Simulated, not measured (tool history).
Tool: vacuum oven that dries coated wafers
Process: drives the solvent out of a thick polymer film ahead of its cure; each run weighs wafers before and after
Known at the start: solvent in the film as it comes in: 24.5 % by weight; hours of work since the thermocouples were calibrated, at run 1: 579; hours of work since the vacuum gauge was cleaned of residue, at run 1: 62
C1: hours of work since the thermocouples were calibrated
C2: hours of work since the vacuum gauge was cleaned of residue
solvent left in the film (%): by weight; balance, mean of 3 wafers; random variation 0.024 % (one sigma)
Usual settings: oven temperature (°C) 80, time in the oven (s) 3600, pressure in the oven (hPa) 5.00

run 1 hour=0.0 | oven_temperature_(°C)=80 time_in_the_oven_(s)=3600 pressure_in_the_oven_(hPa)=5.00 | C1=579 C2=62 | solvent_left_in_the_film_(%)=3.58
run 2 hour=36.0 | oven_temperature_(°C)=80 time_in_the_oven_(s)=3600 pressure_in_the_oven_(hPa)=5.00 | C1=595 C2=78 | solvent_left_in_the_film_(%)=3.53
run 3 hour=60.1 | oven_temperature_(°C)=80 time_in_the_oven_(s)=3600 pressure_in_the_oven_(hPa)=5.00 | C1=606 C2=88 | solvent_left_in_the_film_(%)=3.56
run 4 hour=93.0 | oven_temperature_(°C)=80 time_in_the_oven_(s)=3600 pressure_in_the_oven_(hPa)=5.00 | C1=620 C2=103 | solvent_left_in_the_film_(%)=3.54
run 5 hour=130.1 | oven_temperature_(°C)=71 time_in_the_oven_(s)=3600 pressure_in_the_oven_(hPa)=5.00 | C1=637 C2=119 | solvent_left_in_the_film_(%)=7.10
run 6 hour=176.4 | oven_temperature_(°C)=71 time_in_the_oven_(s)=3600 pressure_in_the_oven_(hPa)=5.00 | C1=657 C2=140 | solvent_left_in_the_film_(%)=7.16
run 7 hour=212.0 | oven_temperature_(°C)=71 time_in_the_oven_(s)=3600 pressure_in_the_oven_(hPa)=5.00 | C1=673 C2=156 | solvent_left_in_the_film_(%)=7.12
run 8 hour=240.9 | oven_temperature_(°C)=71 time_in_the_oven_(s)=3600 pressure_in_the_oven_(hPa)=6.02 | C1=686 C2=168 | solvent_left_in_the_film_(%)=7.21
run 9 hour=277.1 | oven_temperature_(°C)=71 time_in_the_oven_(s)=3600 pressure_in_the_oven_(hPa)=6.02 | C1=702 C2=184 | solvent_left_in_the_film_(%)=7.14
run 10 hour=308.2 | oven_temperature_(°C)=71 time_in_the_oven_(s)=3600 pressure_in_the_oven_(hPa)=6.02 | C1=715 C2=198 | solvent_left_in_the_film_(%)=7.15
run 11 hour=337.7 | oven_temperature_(°C)=71 time_in_the_oven_(s)=3600 pressure_in_the_oven_(hPa)=6.02 | C1=728 C2=211 | solvent_left_in_the_film_(%)=7.18
run 12 hour=360.9 | oven_temperature_(°C)=80 time_in_the_oven_(s)=3600 pressure_in_the_oven_(hPa)=5.00 | C1=739 C2=221 | solvent_left_in_the_film_(%)=3.47
run 13 hour=406.6 | oven_temperature_(°C)=80 time_in_the_oven_(s)=3600 pressure_in_the_oven_(hPa)=5.00 | C1=759 C2=242 | solvent_left_in_the_film_(%)=3.48
run 14 hour=433.6 | oven_temperature_(°C)=80 time_in_the_oven_(s)=3600 pressure_in_the_oven_(hPa)=5.00 | C1=771 C2=254 | solvent_left_in_the_film_(%)=3.47
-- hour=437.6 oven's thermocouples calibrated
run 15 hour=482.9 | oven_temperature_(°C)=80 time_in_the_oven_(s)=3600 pressure_in_the_oven_(hPa)=5.00 | C1=20 C2=274 | solvent_left_in_the_film_(%)=3.19
run 16 hour=514.1 | oven_temperature_(°C)=80 time_in_the_oven_(s)=3600 pressure_in_the_oven_(hPa)=5.00 | C1=34 C2=288 | solvent_left_in_the_film_(%)=3.23
run 17 hour=549.7 | oven_temperature_(°C)=80 time_in_the_oven_(s)=3600 pressure_in_the_oven_(hPa)=5.00 | C1=50 C2=304 | solvent_left_in_the_film_(%)=3.13
run 18 hour=577.2 | oven_temperature_(°C)=92 time_in_the_oven_(s)=2460 pressure_in_the_oven_(hPa)=5.76 | C1=62 C2=316 | solvent_left_in_the_film_(%)=1.80
run 19 hour=607.5 | oven_temperature_(°C)=80 time_in_the_oven_(s)=1920 pressure_in_the_oven_(hPa)=12.49 | C1=75 C2=330 | solvent_left_in_the_film_(%)=7.64
run 20 hour=640.3 | oven_temperature_(°C)=93 time_in_the_oven_(s)=4680 pressure_in_the_oven_(hPa)=15.36 | C1=90 C2=344 | solvent_left_in_the_film_(%)=0.59
-- hour=647.7 oven's thermocouples calibrated, once more
run 21 hour=664.6 | oven_temperature_(°C)=84 time_in_the_oven_(s)=3420 pressure_in_the_oven_(hPa)=2.63 | C1=7 C2=354 | solvent_left_in_the_film_(%)=2.76
run 22 hour=705.7 | oven_temperature_(°C)=84 time_in_the_oven_(s)=3420 pressure_in_the_oven_(hPa)=2.63 | C1=26 C2=372 | solvent_left_in_the_film_(%)=2.71
run 23 hour=749.7 | oven_temperature_(°C)=84 time_in_the_oven_(s)=3420 pressure_in_the_oven_(hPa)=2.63 | C1=45 C2=392 | solvent_left_in_the_film_(%)=2.67
run 24 hour=786.4 | oven_temperature_(°C)=70 time_in_the_oven_(s)=5160 pressure_in_the_oven_(hPa)=7.09 | C1=61 C2=408 | solvent_left_in_the_film_(%)=5.61
run 25 hour=808.9 | oven_temperature_(°C)=70 time_in_the_oven_(s)=5160 pressure_in_the_oven_(hPa)=7.09 | C1=71 C2=418 | solvent_left_in_the_film_(%)=5.56
run 26 hour=830.0 | oven_temperature_(°C)=70 time_in_the_oven_(s)=5160 pressure_in_the_oven_(hPa)=7.09 | C1=81 C2=427 | solvent_left_in_the_film_(%)=5.57
run 27 hour=855.8 | oven_temperature_(°C)=70 time_in_the_oven_(s)=5160 pressure_in_the_oven_(hPa)=7.09 | C1=92 C2=439 | solvent_left_in_the_film_(%)=5.59
run 28 hour=903.6 | oven_temperature_(°C)=70 time_in_the_oven_(s)=5160 pressure_in_the_oven_(hPa)=7.09 | C1=113 C2=460 | solvent_left_in_the_film_(%)=5.60
run 29 hour=944.1 | oven_temperature_(°C)=93 time_in_the_oven_(s)=2580 pressure_in_the_oven_(hPa)=10.98 | C1=131 C2=478 | solvent_left_in_the_film_(%)=1.97
run 30 hour=971.7 | oven_temperature_(°C)=68 time_in_the_oven_(s)=1980 pressure_in_the_oven_(hPa)=5.00 | C1=143 C2=490 | solvent_left_in_the_film_(%)=12.76
run 31 hour=1002.8 | oven_temperature_(°C)=68 time_in_the_oven_(s)=1980 pressure_in_the_oven_(hPa)=5.00 | C1=157 C2=503 | solvent_left_in_the_film_(%)=12.84
run 32 hour=1040.4 | oven_temperature_(°C)=68 time_in_the_oven_(s)=5040 pressure_in_the_oven_(hPa)=15.49 | C1=174 C2=520 | solvent_left_in_the_film_(%)=7.13
run 33 hour=1082.7 | oven_temperature_(°C)=68 time_in_the_oven_(s)=5040 pressure_in_the_oven_(hPa)=15.49 | C1=192 C2=539 | solvent_left_in_the_film_(%)=7.17
run 34 hour=1107.8 | oven_temperature_(°C)=90 time_in_the_oven_(s)=2280 pressure_in_the_oven_(hPa)=5.99 | C1=203 C2=550 | solvent_left_in_the_film_(%)=3.13

3 ways to go on from here, each from the tool as it stands after run 34. What would each give?
run A hour=1132.7 | oven_temperature_(°C)=92 time_in_the_oven_(s)=3900 pressure_in_the_oven_(hPa)=3.68 | C1=214 C2=561 | solvent_left_in_the_film_(%)=?
run B hour=1132.7 | oven_temperature_(°C)=90 time_in_the_oven_(s)=6000 pressure_in_the_oven_(hPa)=5.99 | C1=214 C2=561 | solvent_left_in_the_film_(%)=?
run C hour=1132.7 | oven_temperature_(°C)=90 time_in_the_oven_(s)=1920 pressure_in_the_oven_(hPa)=5.99 | C1=214 C2=561 | solvent_left_in_the_film_(%)=?

run=A solvent_left_in_the_film_(%)=0.65
run=B solvent_left_in_the_film_(%)=0.36
run=C solvent_left_in_the_film_(%)=4.07
Without the tool's hidden state the same runs would have given:
run=A solvent_left_in_the_film_(%)=0.66
run=B solvent_left_in_the_film_(%)=0.34
run=C solvent_left_in_the_film_(%)=4.18
